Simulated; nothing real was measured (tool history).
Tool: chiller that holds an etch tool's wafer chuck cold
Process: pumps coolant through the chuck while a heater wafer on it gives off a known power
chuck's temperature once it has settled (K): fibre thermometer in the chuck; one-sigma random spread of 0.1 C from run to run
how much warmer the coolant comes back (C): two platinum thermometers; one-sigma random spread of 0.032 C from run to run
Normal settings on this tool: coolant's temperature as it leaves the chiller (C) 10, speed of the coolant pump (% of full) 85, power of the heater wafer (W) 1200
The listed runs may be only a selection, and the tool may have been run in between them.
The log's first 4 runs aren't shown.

run   hour  coolant's temperature as it leaves the chiller (C)  speed of the coolant pump (% of full)  power of the heater wafer (W)  hours since the coolant was changed and the channels were flushed  hours since the pump was overhauled  hours since the chiller's thermometer was calibrated  chuck's temperature once it has settled (K)  how much warmer the coolant comes back (C)
  5  121.7                                                  10                                     85                           1200                                                               4125                                  259                                                  1541                                       298.35                                        3.32
  6    160                                                  10                                     90                           1200                                                               4163                                  297                                                  1579                                       297.35                                        3.12
  7  178.6                                                  10                                     90                           1200                                                               4182                                  316                                                  1598                                       297.45                                        3.13
  8  198.5                                                  10                                     90                           1200                                                               4201                                  336                                                  1617                                       297.45                                        3.13
  9  238.2                                                  10                                     90                           1200                                                               4241                                  376                                                  1657                                       297.45                                        3.11
     241.7  -- chiller's thermometer calibrated
 10  263.1                                                  10                                     90                           1200                                                               4265                                  400                                                    21                                       297.15                                        3.08
 11  294.2                                                  10                                     85                           1200                                                               4296                                  431                                                    53                                       298.15                                        3.29
 12  332.1                                                  10                                     85                           1200                                                               4334                                  468                                                    90                                       298.35                                        3.33
 13  364.6                                                  10                                     66                           1200                                                               4367                                  501                                                   123                                       302.45                                        4.35
 14  401.4                                                  10                                     66                           1200                                                               4403                                  538                                                   160                                       302.15                                        4.33
     414.4  -- chiller's thermometer calibrated, once more
 15  431.6                                                  10                                     66                           1200                                                               4433                                  567                                                    17                                       302.25                                        4.34
 16  452.3                                                  15                                     85                           1200                                                               4453                                  588                                                    38                                       303.15                                        3.42
 17  483.3                                                  15                                     85                           1200                                                               4484                                  619                                                    69                                       303.35                                        3.29
 18  506.9                                                  15                                     68                           1235                                                               4508                                  642                                                    92                                       307.35                                        4.37
 19  546.5                                                  15                                     68                           1235                                                               4548                                  682                                                   132                                       307.35                                         4.3
 20  583.6                                                  19                                     93                           1118                                                               4585                                  719                                                   169                                       305.25                                        2.78
 21  603.2                                                   9                                     93                            776                                                               4604                                  739                                                   189                                       291.15                                        1.98
 22  640.3                                                   7                                     94                           1195                                                               4641                                  776                                                   226                                       293.95                                        2.96
 23  660.6                                                   7                                     94                           1195                                                               4662                                  796                                                   246                                       293.95                                        2.95
 24  691.8                                                   7                                     94                           1195                                                               4693                                  827                                                   277                                       293.95                                        2.93
 25  727.6                                                  20                                     95                           1746                                                               4729                                  863                                                   313                                       313.35                                        4.26
 26  755.6                                                   3                                     95                           1497                                                               4757                                  891                                                   341                                       293.35                                        3.67
 27  797.4                                                   4                                     85                           1314                                                               4798                                  933                                                   383                                       293.95                                        3.67

For run 28, what comes out?
 28  821.2                                                  10                                     75                           1200                                                               4822                                  957                                                   407                                            ?                                           ?

chuck's temperature once it has settled (K): 300.35
how much warmer the coolant comes back (C): 3.87
If the tool had no hidden condition, the same run with the same run-to-run variation would have returned chuck's temperature once it has settled (K) 299.15, how much warmer the coolant comes back (C) 3.84.

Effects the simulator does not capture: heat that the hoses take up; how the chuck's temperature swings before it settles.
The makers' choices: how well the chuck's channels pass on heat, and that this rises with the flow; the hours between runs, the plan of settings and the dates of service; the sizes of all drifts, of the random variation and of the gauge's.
